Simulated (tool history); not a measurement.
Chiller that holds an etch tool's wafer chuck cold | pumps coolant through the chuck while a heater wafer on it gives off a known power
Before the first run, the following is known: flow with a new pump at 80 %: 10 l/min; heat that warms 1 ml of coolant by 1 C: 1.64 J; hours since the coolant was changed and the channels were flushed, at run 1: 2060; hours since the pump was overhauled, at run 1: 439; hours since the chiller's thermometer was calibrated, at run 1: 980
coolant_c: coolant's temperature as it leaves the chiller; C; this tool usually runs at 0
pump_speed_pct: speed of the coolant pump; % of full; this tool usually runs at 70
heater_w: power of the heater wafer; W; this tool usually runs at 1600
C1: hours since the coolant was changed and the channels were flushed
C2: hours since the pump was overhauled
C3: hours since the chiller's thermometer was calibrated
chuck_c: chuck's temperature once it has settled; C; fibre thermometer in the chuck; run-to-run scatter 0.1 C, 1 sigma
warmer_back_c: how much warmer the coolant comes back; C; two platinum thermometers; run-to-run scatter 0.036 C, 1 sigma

Run 1, day 0: usual settings; C1 2060; C2 439; C3 980. Result: chuck_c 14.6 C, warmer_back_c 6.63 C.
Run 2, day 2.842: usual settings; C1 2128; C2 508; C3 1048. Result: chuck_c 14.9 C, warmer_back_c 6.73 C.
Run 3, day 6.029: usual settings; C1 2204; C2 584; C3 1124. Result: chuck_c 14.7 C, warmer_back_c 6.76 C.
Run 4, day 8.921: usual settings; C1 2274; C2 653; C3 1194. Result: chuck_c 14.8 C, warmer_back_c 6.73 C.
Run 5, day 10.883: usual settings; C1 2321; C2 701; C3 1241. Result: chuck_c 14.9 C, warmer_back_c 6.75 C.
Run 6, day 13.575: usual settings but pump_speed_pct 96 % of full; C1 2386; C2 765; C3 1305. Result: chuck_c 12.3 C, warmer_back_c 4.91 C.
Run 7, day 16.008: usual settings but coolant_c 9 C, pump_speed_pct 75 % of full, heater_w 1240 W; C1 2444; C2 824; C3 1364. Result: chuck_c 20.4 C, warmer_back_c 4.82 C.
Run 8, day 19.125: usual settings but coolant_c 9 C, pump_speed_pct 75 % of full, heater_w 1240 W; C1 2519; C2 898; C3 1438. Result: chuck_c 20.3 C, warmer_back_c 4.9 C.
At day 19.567: coolant pump overhauled.
Run 9, day 21.929: usual settings but heater_w 1282 W; C1 2581; C2 57; C3 1501. Result: chuck_c 12.4 C, warmer_back_c 5.42 C.
Run 10, day 23.346: usual settings but heater_w 947 W; C1 2615; C2 91; C3 1535. Result: chuck_c 9.3 C, warmer_back_c 3.97 C.
Run 11, day 25.408: usual settings but pump_speed_pct 62 % of full, heater_w 947 W; C1 2665; C2 140; C3 1584. Result: chuck_c 9.9 C, warmer_back_c 4.51 C.
Run 12, day 27.996: usual settings but pump_speed_pct 62 % of full, heater_w 947 W; C1 2727; C2 202; C3 1646. Result: chuck_c 10.1 C, warmer_back_c 4.51 C.

Below, some changes in chuck_c between adjacent runs. For each, the amount present without the hidden state too (settings, incoming material, random variation) and the amount remaining for the hidden state with gauge scatter not shared by both compared results:
The hidden state here: heat passed by the chuck's channels, % of clean ones'; flow at a given pump speed, % of a new pump's; coolant's true temperature over the reading, C; drift of the gauge itself on chuck_c, C; drift of the gauge itself on warmer_back_c, C.
Run 6 -> 7: coolant_c 0 -> 9, pump_speed_pct 96 -> 75, heater_w 1600 -> 1240. chuck_c +8.1 C: hidden state -0.2, all else +8.3.
Run 9 -> 10: heater_w 1282 -> 947. chuck_c -3.1 C: hidden state -0.3, all else -2.8.

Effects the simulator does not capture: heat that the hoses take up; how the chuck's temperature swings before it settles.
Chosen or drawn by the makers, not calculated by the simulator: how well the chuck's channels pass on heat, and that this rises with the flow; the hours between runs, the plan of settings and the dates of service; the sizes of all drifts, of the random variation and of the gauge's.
